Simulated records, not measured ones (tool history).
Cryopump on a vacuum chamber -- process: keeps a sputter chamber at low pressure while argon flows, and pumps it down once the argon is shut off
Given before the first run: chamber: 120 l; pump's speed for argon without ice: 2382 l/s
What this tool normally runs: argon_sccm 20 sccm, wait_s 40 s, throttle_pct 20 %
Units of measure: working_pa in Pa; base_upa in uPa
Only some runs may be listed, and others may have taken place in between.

{"run": 1, "day": 0.0, "argon_sccm": 20, "wait_s": 40, "throttle_pct": 20, "working_pa": 0.0735, "base_upa": 1.76}
{"run": 2, "day": 1.038, "argon_sccm": 20, "wait_s": 40, "throttle_pct": 20, "working_pa": 0.074, "base_upa": 1.68}
{"run": 3, "day": 1.562, "argon_sccm": 20, "wait_s": 40, "throttle_pct": 20, "working_pa": 0.0738, "base_upa": 1.72}
{"run": 4, "day": 2.746, "argon_sccm": 20, "wait_s": 40, "throttle_pct": 20, "working_pa": 0.0733, "base_upa": 1.76}
{"run": 5, "day": 3.429, "argon_sccm": 20, "wait_s": 40, "throttle_pct": 20, "working_pa": 0.0746, "base_upa": 1.76}
{"run": 6, "day": 4.446, "argon_sccm": 20, "wait_s": 40, "throttle_pct": 20, "working_pa": 0.0741, "base_upa": 1.79}
{"run": 7, "day": 5.475, "argon_sccm": 20, "wait_s": 40, "throttle_pct": 20, "working_pa": 0.0747, "base_upa": 1.81}
{"run": 8, "day": 6.617, "argon_sccm": 20, "wait_s": 40, "throttle_pct": 20, "working_pa": 0.0753, "base_upa": 1.76}
{"run": 9, "day": 7.2, "argon_sccm": 20, "wait_s": 40, "throttle_pct": 20, "working_pa": 0.0749, "base_upa": 1.81}
{"run": 10, "day": 8.192, "argon_sccm": 20, "wait_s": 138, "throttle_pct": 20, "working_pa": 0.0753, "base_upa": 0.76}
{"run": 11, "day": 9.15, "argon_sccm": 20, "wait_s": 138, "throttle_pct": 20, "working_pa": 0.0752, "base_upa": 0.7}
{"day": 9.625, "done": "pump warmed up, emptied and cooled again"}
{"run": 12, "day": 10.017, "argon_sccm": 20, "wait_s": 138, "throttle_pct": 20, "working_pa": 0.0717, "base_upa": 0.69}
{"run": 13, "day": 10.821, "argon_sccm": 20, "wait_s": 138, "throttle_pct": 20, "working_pa": 0.0713, "base_upa": 0.69}
{"run": 14, "day": 11.746, "argon_sccm": 20, "wait_s": 138, "throttle_pct": 20, "working_pa": 0.0717, "base_upa": 0.67}
{"run": 15, "day": 12.771, "argon_sccm": 20, "wait_s": 80, "throttle_pct": 20, "working_pa": 0.071, "base_upa": 0.96}
{"run": 16, "day": 13.671, "argon_sccm": 20, "wait_s": 80, "throttle_pct": 20, "working_pa": 0.0732, "base_upa": 0.96}
{"run": 17, "day": 14.829, "argon_sccm": 20, "wait_s": 80, "throttle_pct": 20, "working_pa": 0.0709, "base_upa": 1}
{"run": 18, "day": 15.596, "argon_sccm": 20, "wait_s": 80, "throttle_pct": 20, "working_pa": 0.0724, "base_upa": 1.04}
{"run": 19, "day": 16.396, "argon_sccm": 13, "wait_s": 244, "throttle_pct": 40, "working_pa": 0.0239, "base_upa": 0.53}
{"run": 20, "day": 17.604, "argon_sccm": 13, "wait_s": 244, "throttle_pct": 40, "working_pa": 0.0238, "base_upa": 0.56}
{"run": 21, "day": 18.821, "argon_sccm": 25, "wait_s": 244, "throttle_pct": 19, "working_pa": 0.095, "base_upa": 0.57}
{"run": 22, "day": 19.488, "argon_sccm": 20, "wait_s": 224, "throttle_pct": 18, "working_pa": 0.0799, "base_upa": 0.56}
{"run": 23, "day": 20.45, "argon_sccm": 12, "wait_s": 287, "throttle_pct": 57, "working_pa": 0.0159, "base_upa": 0.5}
{"run": 24, "day": 21.508, "argon_sccm": 12, "wait_s": 287, "throttle_pct": 57, "working_pa": 0.0158, "base_upa": 0.53}
{"run": 25, "day": 22.417, "argon_sccm": 30, "wait_s": 73, "throttle_pct": 42, "working_pa": 0.0531, "base_upa": 1.13}
{"run": 26, "day": 23.246, "argon_sccm": 23, "wait_s": 40, "throttle_pct": 20, "working_pa": 0.0835, "base_upa": 1.7}
{"run": 27, "day": 24.346, "argon_sccm": 18, "wait_s": 29, "throttle_pct": 20, "working_pa": 0.0653, "base_upa": 2.33}
{"run": 28, "day": 25.008, "argon_sccm": 19, "wait_s": 40, "throttle_pct": 19, "working_pa": 0.0734, "base_upa": 1.77}
{"run": 29, "day": 25.554, "argon_sccm": 19, "wait_s": 40, "throttle_pct": 19, "working_pa": 0.0731, "base_upa": 1.74}
{"run": 30, "day": 26.729, "argon_sccm": 20, "wait_s": 63, "throttle_pct": 20, "working_pa": 0.0738, "base_upa": 1.28}
{"run": 31, "day": 27.958, "argon_sccm": 20, "wait_s": 63, "throttle_pct": 20, "working_pa": 0.073, "base_upa": 1.23}
{"run": 32, "day": 28.475, "argon_sccm": 9, "wait_s": 154, "throttle_pct": 15, "working_pa": 0.0438, "base_upa": 0.7}
{"run": 33, "day": 29.546, "argon_sccm": 27, "wait_s": 26, "throttle_pct": 20, "working_pa": 0.0987, "base_upa": 2.55}
{"run": 34, "day": 30.417, "argon_sccm": 34, "wait_s": 23, "throttle_pct": 15, "working_pa": 0.1662, "base_upa": 2.95}

Forecast each of these 4 alternatives for the next run:
{"run": "A", "day": 31.554, "argon_sccm": 34, "wait_s": 152, "throttle_pct": 18, "working_pa": "?", "base_upa": "?"}
{"run": "B", "day": 31.554, "argon_sccm": 20, "wait_s": 88, "throttle_pct": 20, "working_pa": "?", "base_upa": "?"}
{"run": "C", "day": 31.554, "argon_sccm": 22, "wait_s": 171, "throttle_pct": 51, "working_pa": "?", "base_upa": "?"}
{"run": "D", "day": 31.554, "argon_sccm": 17, "wait_s": 23, "throttle_pct": 53, "working_pa": "?", "base_upa": "?"}

run=A working_pa=0.1396 base_upa=0.74
run=B working_pa=0.0741 base_upa=1.07
run=C working_pa=0.0342 base_upa=0.73
run=D working_pa=0.0254 base_upa=2.87
Stripped of hidden state, with their random variation kept, the same runs would have yielded:
run=A working_pa=0.134 base_upa=0.52
run=B working_pa=0.0708 base_upa=0.85
run=C working_pa=0.0306 base_upa=0.51
run=D working_pa=0.0226 base_upa=2.65
